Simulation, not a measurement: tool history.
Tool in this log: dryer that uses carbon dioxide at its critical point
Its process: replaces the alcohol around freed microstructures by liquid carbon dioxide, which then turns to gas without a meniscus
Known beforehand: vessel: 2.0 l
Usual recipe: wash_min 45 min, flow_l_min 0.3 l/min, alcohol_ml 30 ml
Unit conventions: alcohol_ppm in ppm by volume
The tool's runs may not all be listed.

run,hour,wash_min,flow_l_min,alcohol_ml,alcohol_ppm
1,0,45,0.3,30,209
2,26.2,45,0.3,30,226
3,53.6,45,0.3,30,232
4,77.9,45,0.3,30,231
5,92,45,0.3,30,229
6,120.6,45,0.355,30,199
7,143.4,61,0.3,30,189
8,171.3,45,0.413,30,194
9,191.6,45,0.413,30,199
10,210.8,45,0.413,30,204
11,231.8,30,0.36,30,349
12,263.6,30,0.396,30,307
13,278.6,29,0.3,23,521
14,307.7,29,0.3,23,532
15,327,63,0.3,30,210
16,350.9,35,0.193,30,1262
17,378.1,35,0.193,30,1294
# hour 387.7: inlet filter changed
18,404.9,38,0.404,30,238
19,434.8,35,0.223,30,795
20,457.1,35,0.223,30,783

Alternative continuations, all from the tool just after run 20; predict every row:
A,476.5,29,0.3,22,?
B,476.5,45,0.353,30,?
C,476.5,28,0.212,25,?

run,alcohol_ppm
A,488
B,241
C,1300
With the hidden condition removed and each run's random variation left untouched, the same runs would have given:
run,alcohol_ppm
A,249
B,18
C,1033

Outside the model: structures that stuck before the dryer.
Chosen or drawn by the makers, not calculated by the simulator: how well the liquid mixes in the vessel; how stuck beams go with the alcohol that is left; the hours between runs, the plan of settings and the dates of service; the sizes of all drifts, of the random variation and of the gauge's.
